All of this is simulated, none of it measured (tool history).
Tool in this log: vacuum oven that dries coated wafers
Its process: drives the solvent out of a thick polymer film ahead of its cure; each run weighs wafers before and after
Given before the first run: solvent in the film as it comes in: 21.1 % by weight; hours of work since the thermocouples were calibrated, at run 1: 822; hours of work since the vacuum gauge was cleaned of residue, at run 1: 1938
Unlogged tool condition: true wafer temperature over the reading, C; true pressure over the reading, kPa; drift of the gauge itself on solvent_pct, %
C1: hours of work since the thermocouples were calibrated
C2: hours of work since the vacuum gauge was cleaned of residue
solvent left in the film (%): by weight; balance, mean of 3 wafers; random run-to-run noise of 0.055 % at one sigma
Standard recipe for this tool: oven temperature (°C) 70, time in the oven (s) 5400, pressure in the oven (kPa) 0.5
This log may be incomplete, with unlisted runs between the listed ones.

{"run": 1, "hour": 0.0, "oven temperature (°C)": 70, "time in the oven (s)": 5400, "pressure in the oven (kPa)": 0.5, "C1": 822, "C2": 1938, "solvent left in the film (%)": 2.34}
{"run": 2, "hour": 57.1, "oven temperature (°C)": 70, "time in the oven (s)": 5400, "pressure in the oven (kPa)": 0.5, "C1": 865, "C2": 1981, "solvent left in the film (%)": 2.45}
{"run": 3, "hour": 140.1, "oven temperature (°C)": 70, "time in the oven (s)": 5400, "pressure in the oven (kPa)": 0.5, "C1": 927, "C2": 2043, "solvent left in the film (%)": 2.39}
{"run": 4, "hour": 178.8, "oven temperature (°C)": 70, "time in the oven (s)": 5400, "pressure in the oven (kPa)": 0.5, "C1": 956, "C2": 2072, "solvent left in the film (%)": 2.37}
{"run": 5, "hour": 262.5, "oven temperature (°C)": 70, "time in the oven (s)": 5400, "pressure in the oven (kPa)": 0.55, "C1": 1018, "C2": 2134, "solvent left in the film (%)": 2.42}
{"run": 6, "hour": 331.7, "oven temperature (°C)": 70, "time in the oven (s)": 9120, "pressure in the oven (kPa)": 0.5, "C1": 1069, "C2": 2185, "solvent left in the film (%)": 1.18}
{"run": 7, "hour": 384.7, "oven temperature (°C)": 70, "time in the oven (s)": 9120, "pressure in the oven (kPa)": 0.5, "C1": 1109, "C2": 2225, "solvent left in the film (%)": 1.2}
{"hour": 394.7, "done": "oven's thermocouples calibrated"}
{"run": 8, "hour": 460.8, "oven temperature (°C)": 70, "time in the oven (s)": 5400, "pressure in the oven (kPa)": 0.5, "C1": 49, "C2": 2280, "solvent left in the film (%)": 2.95}
{"run": 9, "hour": 516.0, "oven temperature (°C)": 70, "time in the oven (s)": 5400, "pressure in the oven (kPa)": 0.5, "C1": 90, "C2": 2321, "solvent left in the film (%)": 2.79}
{"run": 10, "hour": 562.0, "oven temperature (°C)": 70, "time in the oven (s)": 5400, "pressure in the oven (kPa)": 0.5, "C1": 125, "C2": 2356, "solvent left in the film (%)": 2.77}
{"run": 11, "hour": 597.8, "oven temperature (°C)": 70, "time in the oven (s)": 5400, "pressure in the oven (kPa)": 0.5, "C1": 151, "C2": 2382, "solvent left in the film (%)": 2.85}
{"run": 12, "hour": 660.9, "oven temperature (°C)": 70, "time in the oven (s)": 5400, "pressure in the oven (kPa)": 0.5, "C1": 198, "C2": 2429, "solvent left in the film (%)": 2.91}
{"run": 13, "hour": 696.8, "oven temperature (°C)": 70, "time in the oven (s)": 5400, "pressure in the oven (kPa)": 0.5, "C1": 225, "C2": 2456, "solvent left in the film (%)": 2.9}
{"run": 14, "hour": 743.3, "oven temperature (°C)": 70, "time in the oven (s)": 5400, "pressure in the oven (kPa)": 0.5, "C1": 260, "C2": 2491, "solvent left in the film (%)": 2.75}
{"run": 15, "hour": 788.3, "oven temperature (°C)": 70, "time in the oven (s)": 5400, "pressure in the oven (kPa)": 0.5, "C1": 293, "C2": 2524, "solvent left in the film (%)": 2.83}
{"run": 16, "hour": 846.2, "oven temperature (°C)": 57, "time in the oven (s)": 5400, "pressure in the oven (kPa)": 0.5, "C1": 336, "C2": 2567, "solvent left in the film (%)": 8.15}
{"run": 17, "hour": 884.2, "oven temperature (°C)": 60, "time in the oven (s)": 5400, "pressure in the oven (kPa)": 0.5, "C1": 365, "C2": 2595, "solvent left in the film (%)": 6.71}
{"run": 18, "hour": 961.1, "oven temperature (°C)": 60, "time in the oven (s)": 5400, "pressure in the oven (kPa)": 0.382, "C1": 422, "C2": 2653, "solvent left in the film (%)": 6.57}
{"run": 19, "hour": 1039.6, "oven temperature (°C)": 68, "time in the oven (s)": 5400, "pressure in the oven (kPa)": 0.5, "C1": 480, "C2": 2711, "solvent left in the film (%)": 3.47}
{"run": 20, "hour": 1079.5, "oven temperature (°C)": 68, "time in the oven (s)": 3960, "pressure in the oven (kPa)": 0.5, "C1": 510, "C2": 2741, "solvent left in the film (%)": 4.95}
{"run": 21, "hour": 1118.7, "oven temperature (°C)": 70, "time in the oven (s)": 5400, "pressure in the oven (kPa)": 0.5, "C1": 539, "C2": 2770, "solvent left in the film (%)": 2.93}
{"run": 22, "hour": 1177.6, "oven temperature (°C)": 70, "time in the oven (s)": 5400, "pressure in the oven (kPa)": 0.5, "C1": 583, "C2": 2814, "solvent left in the film (%)": 2.75}
{"run": 23, "hour": 1255.6, "oven temperature (°C)": 70, "time in the oven (s)": 5400, "pressure in the oven (kPa)": 0.5, "C1": 641, "C2": 2872, "solvent left in the film (%)": 2.82}
{"run": 24, "hour": 1294.9, "oven temperature (°C)": 70, "time in the oven (s)": 4440, "pressure in the oven (kPa)": 0.5, "C1": 670, "C2": 2901, "solvent left in the film (%)": 3.67}
{"run": 25, "hour": 1371.5, "oven temperature (°C)": 70, "time in the oven (s)": 4440, "pressure in the oven (kPa)": 0.5, "C1": 728, "C2": 2958, "solvent left in the film (%)": 3.6}
{"run": 26, "hour": 1410.4, "oven temperature (°C)": 64, "time in the oven (s)": 4440, "pressure in the oven (kPa)": 0.5, "C1": 756, "C2": 2987, "solvent left in the film (%)": 6.11}
{"run": 27, "hour": 1450.2, "oven temperature (°C)": 81, "time in the oven (s)": 3240, "pressure in the oven (kPa)": 0.294, "C1": 786, "C2": 3017, "solvent left in the film (%)": 1.74}
{"run": 28, "hour": 1491.1, "oven temperature (°C)": 80, "time in the oven (s)": 4740, "pressure in the oven (kPa)": 1.317, "C1": 817, "C2": 3047, "solvent left in the film (%)": 1.56}
{"run": 29, "hour": 1572.7, "oven temperature (°C)": 80, "time in the oven (s)": 4740, "pressure in the oven (kPa)": 1.317, "C1": 877, "C2": 3108, "solvent left in the film (%)": 1.58}
{"run": 30, "hour": 1637.3, "oven temperature (°C)": 65, "time in the oven (s)": 3540, "pressure in the oven (kPa)": 1.447, "C1": 925, "C2": 3156, "solvent left in the film (%)": 7.43}
{"run": 31, "hour": 1706.0, "oven temperature (°C)": 81, "time in the oven (s)": 5100, "pressure in the oven (kPa)": 1.153, "C1": 977, "C2": 3208, "solvent left in the film (%)": 1.34}
{"run": 32, "hour": 1762.7, "oven temperature (°C)": 69, "time in the oven (s)": 2880, "pressure in the oven (kPa)": 1.153, "C1": 1019, "C2": 3250, "solvent left in the film (%)": 6.68}
{"run": 33, "hour": 1803.9, "oven temperature (°C)": 70, "time in the oven (s)": 5400, "pressure in the oven (kPa)": 0.285, "C1": 1050, "C2": 3280, "solvent left in the film (%)": 2.57}
{"run": 34, "hour": 1880.3, "oven temperature (°C)": 56, "time in the oven (s)": 5400, "pressure in the oven (kPa)": 0.285, "C1": 1106, "C2": 3337, "solvent left in the film (%)": 8.15}
{"hour": 1886.2, "done": "oven's thermocouples calibrated"}
{"run": 35, "hour": 1955.1, "oven temperature (°C)": 56, "time in the oven (s)": 5400, "pressure in the oven (kPa)": 0.5, "C1": 51, "C2": 3392, "solvent left in the film (%)": 8.81}
{"run": 36, "hour": 2001.5, "oven temperature (°C)": 80, "time in the oven (s)": 5400, "pressure in the oven (kPa)": 0.5, "C1": 86, "C2": 3426, "solvent left in the film (%)": 1.11}
{"run": 37, "hour": 2075.5, "oven temperature (°C)": 80, "time in the oven (s)": 5400, "pressure in the oven (kPa)": 0.5, "C1": 141, "C2": 3481, "solvent left in the film (%)": 1.24}
{"hour": 2096.3, "done": "vacuum gauge cleaned of residue and calibrated"}
{"run": 38, "hour": 2143.5, "oven temperature (°C)": 73, "time in the oven (s)": 3480, "pressure in the oven (kPa)": 0.991, "C1": 191, "C2": 35, "solvent left in the film (%)": 3.68}
{"run": 39, "hour": 2202.5, "oven temperature (°C)": 73, "time in the oven (s)": 2760, "pressure in the oven (kPa)": 1.036, "C1": 234, "C2": 79, "solvent left in the film (%)": 4.99}
{"run": 40, "hour": 2282.0, "oven temperature (°C)": 78, "time in the oven (s)": 5640, "pressure in the oven (kPa)": 0.338, "C1": 294, "C2": 138, "solvent left in the film (%)": 0.62}
{"run": 41, "hour": 2359.1, "oven temperature (°C)": 78, "time in the oven (s)": 5640, "pressure in the oven (kPa)": 0.338, "C1": 351, "C2": 196, "solvent left in the film (%)": 0.58}
{"run": 42, "hour": 2402.5, "oven temperature (°C)": 60, "time in the oven (s)": 6780, "pressure in the oven (kPa)": 0.862, "C1": 383, "C2": 228, "solvent left in the film (%)": 4.85}
{"run": 43, "hour": 2451.1, "oven temperature (°C)": 60, "time in the oven (s)": 3900, "pressure in the oven (kPa)": 0.862, "C1": 420, "C2": 264, "solvent left in the film (%)": 8.16}
{"run": 44, "hour": 2503.5, "oven temperature (°C)": 61, "time in the oven (s)": 3900, "pressure in the oven (kPa)": 0.381, "C1": 459, "C2": 303, "solvent left in the film (%)": 7.37}
{"run": 45, "hour": 2550.3, "oven temperature (°C)": 58, "time in the oven (s)": 5400, "pressure in the oven (kPa)": 1.378, "C1": 494, "C2": 338, "solvent left in the film (%)": 7.59}
{"run": 46, "hour": 2586.5, "oven temperature (°C)": 58, "time in the oven (s)": 5400, "pressure in the oven (kPa)": 1.378, "C1": 520, "C2": 365, "solvent left in the film (%)": 7.61}
{"run": 47, "hour": 2656.9, "oven temperature (°C)": 78, "time in the oven (s)": 5400, "pressure in the oven (kPa)": 1.462, "C1": 573, "C2": 418, "solvent left in the film (%)": 1.28}

Measured minus without-hidden-state, run by run (identical run-to-run variation in each term; gauge scatter may differ):
run=1 solvent_left_in_the_film_(%)=+0.04
run=2 solvent_left_in_the_film_(%)=+0.04
run=3 solvent_left_in_the_film_(%)=+0.03
run=4 solvent_left_in_the_film_(%)=+0.04
run=5 solvent_left_in_the_film_(%)=+0.02
run=6 solvent_left_in_the_film_(%)=+0.36
run=7 solvent_left_in_the_film_(%)=+0.36
run=8 solvent_left_in_the_film_(%)=+0.54
run=9 solvent_left_in_the_film_(%)=+0.53
run=10 solvent_left_in_the_film_(%)=+0.52
run=11 solvent_left_in_the_film_(%)=+0.54
run=12 solvent_left_in_the_film_(%)=+0.52
run=13 solvent_left_in_the_film_(%)=+0.52
run=14 solvent_left_in_the_film_(%)=+0.51
run=15 solvent_left_in_the_film_(%)=+0.52
run=16 solvent_left_in_the_film_(%)=+0.66
run=17 solvent_left_in_the_film_(%)=+0.59
run=18 solvent_left_in_the_film_(%)=+0.58
run=19 solvent_left_in_the_film_(%)=+0.5
run=20 solvent_left_in_the_film_(%)=+0.38
run=21 solvent_left_in_the_film_(%)=+0.47
run=22 solvent_left_in_the_film_(%)=+0.48
run=23 solvent_left_in_the_film_(%)=+0.47
run=24 solvent_left_in_the_film_(%)=+0.39
run=25 solvent_left_in_the_film_(%)=+0.37
run=26 solvent_left_in_the_film_(%)=+0.39
run=27 solvent_left_in_the_film_(%)=+0.28
run=28 solvent_left_in_the_film_(%)=+0.4
run=29 solvent_left_in_the_film_(%)=+0.39
run=30 solvent_left_in_the_film_(%)=+0.24
run=31 solvent_left_in_the_film_(%)=+0.43
run=32 solvent_left_in_the_film_(%)=+0.13
run=33 solvent_left_in_the_film_(%)=+0.42
run=34 solvent_left_in_the_film_(%)=+0.47
run=35 solvent_left_in_the_film_(%)=+1.04
run=36 solvent_left_in_the_film_(%)=+0.59
run=37 solvent_left_in_the_film_(%)=+0.59
run=38 solvent_left_in_the_film_(%)=-0.1
run=39 solvent_left_in_the_film_(%)=-0.13
run=40 solvent_left_in_the_film_(%)=-0.02
run=41 solvent_left_in_the_film_(%)=-0.01
run=42 solvent_left_in_the_film_(%)=-0.16
run=43 solvent_left_in_the_film_(%)=-0.18
run=44 solvent_left_in_the_film_(%)=-0.19
run=45 solvent_left_in_the_film_(%)=-0.21
run=46 solvent_left_in_the_film_(%)=-0.21
run=47 solvent_left_in_the_film_(%)=-0.02

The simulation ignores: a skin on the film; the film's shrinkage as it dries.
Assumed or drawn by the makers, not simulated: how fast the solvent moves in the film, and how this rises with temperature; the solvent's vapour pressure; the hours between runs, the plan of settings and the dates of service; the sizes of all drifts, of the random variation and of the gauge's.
